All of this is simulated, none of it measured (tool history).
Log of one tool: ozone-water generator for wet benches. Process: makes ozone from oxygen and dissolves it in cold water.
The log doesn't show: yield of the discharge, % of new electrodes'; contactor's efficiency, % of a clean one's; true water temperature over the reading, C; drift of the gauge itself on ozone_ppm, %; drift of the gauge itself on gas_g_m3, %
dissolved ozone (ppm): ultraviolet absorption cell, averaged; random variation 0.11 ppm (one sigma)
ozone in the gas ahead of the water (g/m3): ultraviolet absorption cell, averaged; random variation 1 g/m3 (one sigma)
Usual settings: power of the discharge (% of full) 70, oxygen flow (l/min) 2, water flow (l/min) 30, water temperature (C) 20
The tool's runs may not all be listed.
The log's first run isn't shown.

run    hour  power of the discharge (% of full)  oxygen flow (l/min)  water flow (l/min)  water temperature (C)  hours of work since the electrodes were changed  hours of work since the contactor was cleaned  hours of work since the thermometer was calibrated  dissolved ozone (ppm)  ozone in the gas ahead of the water (g/m3)
  2    98.5                                  70                    2                  30                     20                                             1408                                            191                                                  91                    8.1                                       175.7
  3   271.6                                  70                    2                  30                     13                                             1568                                            351                                                 251                    8.3                                         177
  4   369.4                                  70                    2                  30                     20                                             1658                                            441                                                 341                    7.9                                       174.9
  5   508.5                                  70                    2                  30                     20                                             1786                                            570                                                 469                    8.1                                       176.9
  6   643.8                                  70                    2                  30                     20                                             1911                                            694                                                 594                      8                                       178.5
  7   757.8                                  44                    2                  30                     20                                             2017                                            800                                                 700                    5.9                                       128.3
  8   954.1                                  44                    2                  30                     20                                             2198                                            981                                                 881                    5.6                                       129.9
  9    1089                                  44                    2                  30                     20                                             2322                                           1105                                                1005                    5.8                                       127.8
 10    1196                                  44                    2                  30                     20                                             2421                                           1204                                                1104                    5.8                                       128.2
 11  1358.8                                  83                    2                  30                     20                                             2571                                           1355                                                1255                    8.9                                       200.6
 12  1554.2                                  83                    2                  30                     20                                             2752                                           1535                                                1435                    8.9                                       202.8
 13  1710.7                                  70                    2                  30                     20                                             2896                                           1680                                                1579                    7.8                                       181.1
     1842.5  -- gauge calibrated
 14  1867.3                                  70                    2                  30                     20                                             3041                                           1824                                                1724                    7.9                                       173.1
 15  2052.3                                  70                    2                  30                     20                                             3212                                           1995                                                1895                    7.8                                       174.4
 16  2140.2                                  57                    2                  30                     20                                             3293                                           2076                                                1976                    6.9                                       152.4
 17  2265.3                                  57                    2                  30                     20                                             3408                                           2192                                                2092                    6.7                                       152.6
 18  2450.2                                  70                    2                  37                     20                                             3579                                           2362                                                2262                    6.3                                       176.7

Forecast run 19:
 19  2537.3                                  70                    2                  37                     20                                             3660                                           2443                                                2343                      ?                                           ?

{"run 19": {"dissolved ozone (ppm)": 6.4, "ozone in the gas ahead of the water (g/m3)": 177.8}}
Without the tool's hidden state the same run would have given dissolved ozone (ppm) 6.4, ozone in the gas ahead of the water (g/m3) 176.1.
